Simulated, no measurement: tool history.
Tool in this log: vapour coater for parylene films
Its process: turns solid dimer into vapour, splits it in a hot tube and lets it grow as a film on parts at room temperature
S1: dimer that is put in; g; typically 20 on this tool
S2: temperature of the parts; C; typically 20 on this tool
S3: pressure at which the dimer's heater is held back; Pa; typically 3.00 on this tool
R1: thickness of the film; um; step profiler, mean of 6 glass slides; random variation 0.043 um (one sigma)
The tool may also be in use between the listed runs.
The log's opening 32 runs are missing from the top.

Run 33, hour 1877.3: usual settings but S1 13 g, S3 4.98 Pa. Result: R1 7.30 um.
Run 34, hour 1940.7: usual settings but S2 23 C, S3 3.30 Pa. Result: R1 10.24 um.
Run 35, hour 2015.2: usual settings but S1 15 g, S2 30 C, S3 3.30 Pa. Result: R1 6.06 um.
Run 36, hour 2093.9: usual settings but S1 16 g, S2 28 C, S3 7.06 Pa. Result: R1 6.61 um.
Run 37, hour 2166.3: usual settings but S1 16 g, S2 28 C, S3 7.06 Pa. Result: R1 6.63 um.
At hour 2177.7: trap's valve overhauled.
Run 38, hour 2210.5: usual settings but S1 17 g, S3 4.25 Pa. Result: R1 9.71 um.
Run 39, hour 2278.3: usual settings but S1 18 g, S2 15 C, S3 7.62 Pa. Result: R1 12.01 um.
Run 40, hour 2339.6: usual settings but S1 18 g, S2 15 C, S3 5.10 Pa. Result: R1 12.23 um.
Run 41, hour 2379.1: usual settings but S1 30 g, S2 23 C, S3 6.87 Pa. Result: R1 15.19 um.
Run 42, hour 2423.5: usual settings but S1 26 g, S2 28 C. Result: R1 11.34 um.

Here are 4 independent what-if runs from the current tool condition. What would each one return?
Run A, hour 2504.1: usual settings but S1 26 g, S2 28 C. Result: R1 ?.
Run B, hour 2504.1: usual settings but S1 18 g, S2 23 C, S3 8.06 Pa. Result: R1 ?.
Run C, hour 2504.1: usual settings but S1 26 g, S2 16 C. Result: R1 ?.
Run D, hour 2504.1: usual settings but S1 26 g, S2 15 C, S3 2.80 Pa. Result: R1 ?.

run     R1
  A  11.43
  B   9.02
  C  17.69
  D  18.34
With no hidden state in the tool, these same runs would have given:
run     R1
  A  10.94
  B   8.63
  C  16.93
  D  17.55

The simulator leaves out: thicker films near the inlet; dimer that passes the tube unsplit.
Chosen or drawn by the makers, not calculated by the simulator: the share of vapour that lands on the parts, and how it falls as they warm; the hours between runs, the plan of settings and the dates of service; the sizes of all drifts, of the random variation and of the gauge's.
